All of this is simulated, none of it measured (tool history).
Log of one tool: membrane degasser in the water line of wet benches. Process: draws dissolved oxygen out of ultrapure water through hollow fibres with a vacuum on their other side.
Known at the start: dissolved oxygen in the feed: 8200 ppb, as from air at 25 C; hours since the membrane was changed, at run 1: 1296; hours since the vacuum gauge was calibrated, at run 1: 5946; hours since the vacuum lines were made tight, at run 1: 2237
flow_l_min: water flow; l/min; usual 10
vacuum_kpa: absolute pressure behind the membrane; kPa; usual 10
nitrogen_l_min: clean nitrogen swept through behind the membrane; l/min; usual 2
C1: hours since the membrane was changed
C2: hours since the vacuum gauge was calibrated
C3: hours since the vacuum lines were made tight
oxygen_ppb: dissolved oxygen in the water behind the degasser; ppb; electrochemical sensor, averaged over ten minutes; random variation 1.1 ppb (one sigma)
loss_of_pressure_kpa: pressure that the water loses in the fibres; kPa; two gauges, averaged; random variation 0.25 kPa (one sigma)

run 1 day=0 | flow_l_min=10 vacuum_kpa=10 nitrogen_l_min=2 | C1=1296 C2=5946 C3=2237 | oxygen_ppb=116.1 loss_of_pressure_kpa=66.55
run 2 day=1.404 | flow_l_min=15 vacuum_kpa=10 nitrogen_l_min=2 | C1=1330 C2=5979 C3=2270 | oxygen_ppb=275.9 loss_of_pressure_kpa=99.73
run 3 day=3.288 | flow_l_min=15 vacuum_kpa=10 nitrogen_l_min=2 | C1=1375 C2=6025 C3=2316 | oxygen_ppb=273.1 loss_of_pressure_kpa=99.47
run 4 day=4.742 | flow_l_min=10 vacuum_kpa=10 nitrogen_l_min=2 | C1=1410 C2=6059 C3=2350 | oxygen_ppb=117.1 loss_of_pressure_kpa=66.34
run 5 day=6.35 | flow_l_min=10 vacuum_kpa=10 nitrogen_l_min=2 | C1=1448 C2=6098 C3=2389 | oxygen_ppb=116.9 loss_of_pressure_kpa=66.66
run 6 day=7.383 | flow_l_min=10 vacuum_kpa=10 nitrogen_l_min=2 | C1=1473 C2=6123 C3=2414 | oxygen_ppb=117.2 loss_of_pressure_kpa=66.5
run 7 day=8.425 | flow_l_min=15 vacuum_kpa=10 nitrogen_l_min=2 | C1=1498 C2=6148 C3=2439 | oxygen_ppb=271.6 loss_of_pressure_kpa=99.46
run 8 day=9.558 | flow_l_min=15 vacuum_kpa=10 nitrogen_l_min=2 | C1=1525 C2=6175 C3=2466 | oxygen_ppb=272.9 loss_of_pressure_kpa=99.73
run 9 day=11.312 | flow_l_min=15 vacuum_kpa=10 nitrogen_l_min=2 | C1=1567 C2=6217 C3=2508 | oxygen_ppb=271.4 loss_of_pressure_kpa=99.7
run 10 day=12.421 | flow_l_min=15 vacuum_kpa=10 nitrogen_l_min=2 | C1=1594 C2=6244 C3=2535 | oxygen_ppb=268.2 loss_of_pressure_kpa=99.35
run 11 day=14.15 | flow_l_min=15 vacuum_kpa=10 nitrogen_l_min=2 | C1=1635 C2=6285 C3=2576 | oxygen_ppb=273.5 loss_of_pressure_kpa=99.81
run 12 day=15.233 | flow_l_min=10 vacuum_kpa=10 nitrogen_l_min=2 | C1=1661 C2=6311 C3=2602 | oxygen_ppb=116.1 loss_of_pressure_kpa=66.44
run 13 day=16.567 | flow_l_min=10 vacuum_kpa=10 nitrogen_l_min=2 | C1=1693 C2=6343 C3=2634 | oxygen_ppb=115.3 loss_of_pressure_kpa=66.64
run 14 day=18.275 | flow_l_min=10 vacuum_kpa=10 nitrogen_l_min=2 | C1=1734 C2=6384 C3=2675 | oxygen_ppb=117.4 loss_of_pressure_kpa=66.95
run 15 day=20.254 | flow_l_min=10 vacuum_kpa=10 nitrogen_l_min=2 | C1=1782 C2=6432 C3=2723 | oxygen_ppb=116.5 loss_of_pressure_kpa=66.34
run 16 day=21.358 | flow_l_min=10 vacuum_kpa=10 nitrogen_l_min=2.06 | C1=1808 C2=6458 C3=2749 | oxygen_ppb=113.3 loss_of_pressure_kpa=66.38
run 17 day=22.475 | flow_l_min=9 vacuum_kpa=10 nitrogen_l_min=0.84 | C1=1835 C2=6485 C3=2776 | oxygen_ppb=197 loss_of_pressure_kpa=59.7
run 18 day=23.821 | flow_l_min=11 vacuum_kpa=19.4 nitrogen_l_min=2.69 | C1=1868 C2=6517 C3=2808 | oxygen_ppb=206.5 loss_of_pressure_kpa=72.97
run 19 day=25.058 | flow_l_min=11 vacuum_kpa=19.4 nitrogen_l_min=2.69 | C1=1897 C2=6547 C3=2838 | oxygen_ppb=211.6 loss_of_pressure_kpa=73.45
run 20 day=25.962 | flow_l_min=11 vacuum_kpa=19.4 nitrogen_l_min=2.69 | C1=1919 C2=6569 C3=2860 | oxygen_ppb=206.9 loss_of_pressure_kpa=73.33
run 21 day=27.025 | flow_l_min=11 vacuum_kpa=11.3 nitrogen_l_min=1.2 | C1=1944 C2=6594 C3=2885 | oxygen_ppb=224.6 loss_of_pressure_kpa=73.06
run 22 day=28.35 | flow_l_min=11 vacuum_kpa=11.3 nitrogen_l_min=1.2 | C1=1976 C2=6626 C3=2917 | oxygen_ppb=229.5 loss_of_pressure_kpa=73.21
run 23 day=29.408 | flow_l_min=11 vacuum_kpa=11.3 nitrogen_l_min=1.2 | C1=2002 C2=6651 C3=2942 | oxygen_ppb=224.5 loss_of_pressure_kpa=73.5
run 24 day=31.2 | flow_l_min=11 vacuum_kpa=11.3 nitrogen_l_min=1.51 | C1=2045 C2=6694 C3=2985 | oxygen_ppb=191.6 loss_of_pressure_kpa=73.04
run 25 day=33.108 | flow_l_min=11 vacuum_kpa=11.3 nitrogen_l_min=1.51 | C1=2090 C2=6740 C3=3031 | oxygen_ppb=192 loss_of_pressure_kpa=73.8
run 26 day=34.804 | flow_l_min=11 vacuum_kpa=9.7 nitrogen_l_min=1.02 | C1=2131 C2=6781 C3=3072 | oxygen_ppb=214.1 loss_of_pressure_kpa=73.89
run 27 day=36.729 | flow_l_min=8 vacuum_kpa=23.6 nitrogen_l_min=1.63 | C1=2177 C2=6827 C3=3118 | oxygen_ppb=255.2 loss_of_pressure_kpa=53.21
run 28 day=38.217 | flow_l_min=9 vacuum_kpa=9.6 nitrogen_l_min=2.6 | C1=2213 C2=6863 C3=3154 | oxygen_ppb=76.3 loss_of_pressure_kpa=59.83
run 29 day=40.038 | flow_l_min=9 vacuum_kpa=9.6 nitrogen_l_min=2.6 | C1=2257 C2=6907 C3=3198 | oxygen_ppb=74.3 loss_of_pressure_kpa=59.87
run 30 day=41.092 | flow_l_min=9 vacuum_kpa=9.6 nitrogen_l_min=2.6 | C1=2282 C2=6932 C3=3223 | oxygen_ppb=78.4 loss_of_pressure_kpa=60.11
-- day=42.292 vacuum gauge calibrated
run 31 day=42.533 | flow_l_min=14 vacuum_kpa=11.4 nitrogen_l_min=5.55 | C1=2316 C2=6 C3=3257 | oxygen_ppb=164.8 loss_of_pressure_kpa=93.47

Some steps in oxygen_ppb between neighbouring runs. How much of each would the tool show without its hidden state too (settings, what came in, random variation), and how much is left for the hidden state, with any gauge scatter that isn't in both results?
The hidden state here: membrane still open, %; true pressure behind the membrane over the reading, kPa; air that leaks in behind the membrane, l/min; drift of the gauge itself on oxygen_ppb, %; drift of the gauge itself on loss_of_pressure_kpa, %.
Run 1 -> 2: flow_l_min 10 -> 15. oxygen_ppb +159.8 ppb: hidden state +3.8, all else +156.
Run 11 -> 12: flow_l_min 15 -> 10. oxygen_ppb -157.4 ppb: hidden state -4.1, all else -153.3.
Run 16 -> 17: flow_l_min 10 -> 9, nitrogen_l_min 2.06 -> 0.84. oxygen_ppb +83.7 ppb: hidden state +5.5, all else +78.2.
Run 17 -> 18: flow_l_min 9 -> 11, vacuum_kpa 10 -> 19.4, nitrogen_l_min 0.84 -> 2.69. oxygen_ppb +9.5 ppb: hidden state -5.1, all else +14.6.
Run 20 -> 21: vacuum_kpa 19.4 -> 11.3, nitrogen_l_min 2.69 -> 1.2. oxygen_ppb +17.7 ppb: hidden state +4.4, all else +13.3.
Run 27 -> 28: flow_l_min 8 -> 9, vacuum_kpa 23.6 -> 9.6, nitrogen_l_min 1.63 -> 2.6. oxygen_ppb -178.9 ppb: hidden state -3.8, all else -175.1.
